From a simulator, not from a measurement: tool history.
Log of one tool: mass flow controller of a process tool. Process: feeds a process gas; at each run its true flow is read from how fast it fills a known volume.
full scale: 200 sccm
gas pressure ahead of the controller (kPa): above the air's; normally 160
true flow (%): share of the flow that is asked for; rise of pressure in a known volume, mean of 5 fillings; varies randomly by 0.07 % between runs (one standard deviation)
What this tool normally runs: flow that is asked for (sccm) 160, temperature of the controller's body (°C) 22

run    hour  flow that is asked for (sccm)  gas pressure ahead of the controller (kPa)  temperature of the controller's body (°C)  true flow (%)
  1       0                            160                                         160                                         22          99.43
  2   102.4                            160                                         160                                         22          99.44
  3   208.8                             31                                         160                                         22          97.69
  4   291.7                             31                                         160                                         22          97.61
  5   387.2                            160                                         160                                         22          99.29
  6   484.8                            160                                         160                                         22          99.32
  7   590.4                            160                                         160                                         22          99.47
  8   723.2                             21                                         234                                         35          96.99
  9     857                             21                                         234                                         35          96.96
 10   987.6                             94                                         176                                         21          98.52
 11  1148.6                             92                                         176                                         20          98.35
 12  1255.8                             92                                         176                                         20          98.26
 13  1349.5                             92                                         176                                         20          98.31

Alternative continuations, all from the tool just after run 13; predict every row:
  A  1480.9                             22                                         154                                         33              ?
  B  1480.9                             92                                         176                                         31              ?
  C  1480.9                             53                                         160                                         28              ?
  D  1480.9                             87                                         160                                         22              ?
  E  1480.9                            156                                         176                                         20              ?

run  true flow (%)
  A           96.3
  B          97.99
  C          97.32
  D          98.04
  E          99.18
Had the tool no hidden state, the same runs would have come out as:
run  true flow (%)
  A          97.43
  B          98.39
  C          97.88
  D          98.45
  E          99.48
